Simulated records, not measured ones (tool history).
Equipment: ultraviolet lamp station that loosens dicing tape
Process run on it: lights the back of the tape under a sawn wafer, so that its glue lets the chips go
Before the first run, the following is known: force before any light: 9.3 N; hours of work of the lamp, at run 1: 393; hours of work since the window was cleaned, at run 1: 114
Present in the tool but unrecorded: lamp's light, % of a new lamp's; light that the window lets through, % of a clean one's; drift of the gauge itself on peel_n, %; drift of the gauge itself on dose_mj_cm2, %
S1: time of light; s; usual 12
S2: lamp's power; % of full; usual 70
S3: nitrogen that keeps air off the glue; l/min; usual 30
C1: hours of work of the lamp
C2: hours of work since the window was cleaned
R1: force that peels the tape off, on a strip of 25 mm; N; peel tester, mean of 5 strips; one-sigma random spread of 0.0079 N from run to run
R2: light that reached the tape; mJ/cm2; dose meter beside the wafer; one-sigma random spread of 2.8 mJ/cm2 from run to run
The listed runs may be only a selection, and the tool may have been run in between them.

{"run": 1, "hour": 0.0, "S1": 12, "S2": 70, "S3": 30, "C1": 393, "C2": 114, "R1": 0.295, "R2": 381}
{"run": 2, "hour": 46.4, "S1": 12, "S2": 97, "S3": 30, "C1": 423, "C2": 144, "R1": 0.219, "R2": 527}
{"run": 3, "hour": 73.3, "S1": 12, "S2": 97, "S3": 30, "C1": 440, "C2": 161, "R1": 0.205, "R2": 526}
{"run": 4, "hour": 115.0, "S1": 6, "S2": 70, "S3": 30, "C1": 467, "C2": 188, "R1": 1.193, "R2": 195}
{"run": 5, "hour": 155.9, "S1": 6, "S2": 70, "S3": 30, "C1": 493, "C2": 214, "R1": 1.295, "R2": 188}
{"run": 6, "hour": 194.8, "S1": 6, "S2": 70, "S3": 30, "C1": 518, "C2": 239, "R1": 1.196, "R2": 187}
{"run": 7, "hour": 231.4, "S1": 6, "S2": 70, "S3": 30, "C1": 541, "C2": 263, "R1": 1.233, "R2": 192}
{"run": 8, "hour": 281.3, "S1": 6, "S2": 70, "S3": 30, "C1": 573, "C2": 295, "R1": 1.235, "R2": 189}
{"run": 9, "hour": 326.2, "S1": 12, "S2": 70, "S3": 30, "C1": 602, "C2": 323, "R1": 0.309, "R2": 380}
{"run": 10, "hour": 351.1, "S1": 22, "S2": 70, "S3": 30, "C1": 618, "C2": 339, "R1": 0.187, "R2": 695}
{"run": 11, "hour": 386.3, "S1": 7, "S2": 70, "S3": 30, "C1": 641, "C2": 362, "R1": 0.9, "R2": 223}
{"run": 12, "hour": 436.2, "S1": 12, "S2": 70, "S3": 43, "C1": 672, "C2": 394, "R1": 0.259, "R2": 382}
{"run": 13, "hour": 486.4, "S1": 12, "S2": 70, "S3": 43, "C1": 705, "C2": 426, "R1": 0.254, "R2": 382}
{"run": 14, "hour": 510.9, "S1": 12, "S2": 70, "S3": 27, "C1": 720, "C2": 441, "R1": 0.341, "R2": 380}
{"run": 15, "hour": 548.6, "S1": 12, "S2": 70, "S3": 27, "C1": 744, "C2": 466, "R1": 0.335, "R2": 384}
{"run": 16, "hour": 575.2, "S1": 12, "S2": 70, "S3": 27, "C1": 761, "C2": 483, "R1": 0.325, "R2": 380}
{"run": 17, "hour": 619.6, "S1": 6, "S2": 70, "S3": 30, "C1": 790, "C2": 511, "R1": 1.237, "R2": 190}
{"run": 18, "hour": 656.1, "S1": 6, "S2": 70, "S3": 30, "C1": 813, "C2": 534, "R1": 1.223, "R2": 192}
{"run": 19, "hour": 680.7, "S1": 6, "S2": 70, "S3": 30, "C1": 829, "C2": 550, "R1": 1.232, "R2": 190}
{"run": 20, "hour": 713.9, "S1": 12, "S2": 70, "S3": 30, "C1": 850, "C2": 571, "R1": 0.304, "R2": 382}
{"run": 21, "hour": 737.1, "S1": 12, "S2": 70, "S3": 30, "C1": 865, "C2": 586, "R1": 0.308, "R2": 382}
{"hour": 770.1, "done": "window cleaned of glue's vapour"}
{"run": 22, "hour": 785.5, "S1": 12, "S2": 70, "S3": 30, "C1": 896, "C2": 10, "R1": 0.312, "R2": 380}
{"run": 23, "hour": 814.4, "S1": 12, "S2": 70, "S3": 30, "C1": 914, "C2": 28, "R1": 0.301, "R2": 382}
{"run": 24, "hour": 849.4, "S1": 8, "S2": 80, "S3": 14, "C1": 937, "C2": 51, "R1": 1.014, "R2": 289}
{"run": 25, "hour": 890.3, "S1": 8, "S2": 80, "S3": 14, "C1": 963, "C2": 77, "R1": 1.015, "R2": 289}
{"run": 26, "hour": 933.7, "S1": 8, "S2": 80, "S3": 14, "C1": 991, "C2": 105, "R1": 1.027, "R2": 288}
{"run": 27, "hour": 972.5, "S1": 8, "S2": 80, "S3": 14, "C1": 1015, "C2": 130, "R1": 1.027, "R2": 292}
{"run": 28, "hour": 1001.1, "S1": 22, "S2": 64, "S3": 14, "C1": 1034, "C2": 148, "R1": 0.235, "R2": 638}
{"run": 29, "hour": 1035.3, "S1": 22, "S2": 64, "S3": 14, "C1": 1056, "C2": 170, "R1": 0.243, "R2": 640}
{"run": 30, "hour": 1077.9, "S1": 22, "S2": 64, "S3": 14, "C1": 1083, "C2": 197, "R1": 0.237, "R2": 637}
{"run": 31, "hour": 1126.6, "S1": 22, "S2": 64, "S3": 11, "C1": 1114, "C2": 228, "R1": 0.284, "R2": 637}
{"run": 32, "hour": 1171.1, "S1": 22, "S2": 64, "S3": 11, "C1": 1142, "C2": 257, "R1": 0.277, "R2": 638}
{"run": 33, "hour": 1206.8, "S1": 22, "S2": 81, "S3": 47, "C1": 1165, "C2": 280, "R1": 0.182, "R2": 801}
{"run": 34, "hour": 1246.4, "S1": 11, "S2": 68, "S3": 58, "C1": 1191, "C2": 305, "R1": 0.247, "R2": 341}
{"run": 35, "hour": 1296.6, "S1": 11, "S2": 68, "S3": 58, "C1": 1223, "C2": 337, "R1": 0.26, "R2": 338}
{"run": 36, "hour": 1339.5, "S1": 12, "S2": 70, "S3": 20, "C1": 1250, "C2": 364, "R1": 0.427, "R2": 374}
{"run": 37, "hour": 1359.8, "S1": 12, "S2": 70, "S3": 20, "C1": 1263, "C2": 377, "R1": 0.425, "R2": 378}
{"run": 38, "hour": 1389.4, "S1": 18, "S2": 60, "S3": 50, "C1": 1282, "C2": 396, "R1": 0.203, "R2": 486}
{"run": 39, "hour": 1437.6, "S1": 18, "S2": 93, "S3": 14, "C1": 1313, "C2": 427, "R1": 0.203, "R2": 763}
{"run": 40, "hour": 1458.4, "S1": 9, "S2": 67, "S3": 14, "C1": 1326, "C2": 441, "R1": 1.162, "R2": 272}
{"run": 41, "hour": 1500.6, "S1": 13, "S2": 96, "S3": 10, "C1": 1353, "C2": 468, "R1": 0.349, "R2": 563}
{"run": 42, "hour": 1536.1, "S1": 18, "S2": 78, "S3": 10, "C1": 1376, "C2": 490, "R1": 0.29, "R2": 632}
{"run": 43, "hour": 1559.2, "S1": 18, "S2": 78, "S3": 10, "C1": 1391, "C2": 505, "R1": 0.286, "R2": 629}
{"run": 44, "hour": 1590.9, "S1": 18, "S2": 78, "S3": 10, "C1": 1411, "C2": 525, "R1": 0.287, "R2": 641}

Branching from run 44: 3 alternative next runs. What would each branch give?
{"run": "A", "hour": 1619.8, "S1": 12, "S2": 70, "S3": 22, "C1": 1430, "C2": 544, "R1": "?", "R2": "?"}
{"run": "B", "hour": 1619.8, "S1": 18, "S2": 88, "S3": 19, "C1": 1430, "C2": 544, "R1": "?", "R2": "?"}
{"run": "C", "hour": 1619.8, "S1": 13, "S2": 72, "S3": 12, "C1": 1430, "C2": 544, "R1": "?", "R2": "?"}

run=A R1=0.391 R2=384
run=B R1=0.215 R2=714
run=C R1=0.532 R2=421
Without the tool's hidden state the same runs would have given:
run=A R1=0.39 R2=385
run=B R1=0.215 R2=716
run=C R1=0.53 R2=422

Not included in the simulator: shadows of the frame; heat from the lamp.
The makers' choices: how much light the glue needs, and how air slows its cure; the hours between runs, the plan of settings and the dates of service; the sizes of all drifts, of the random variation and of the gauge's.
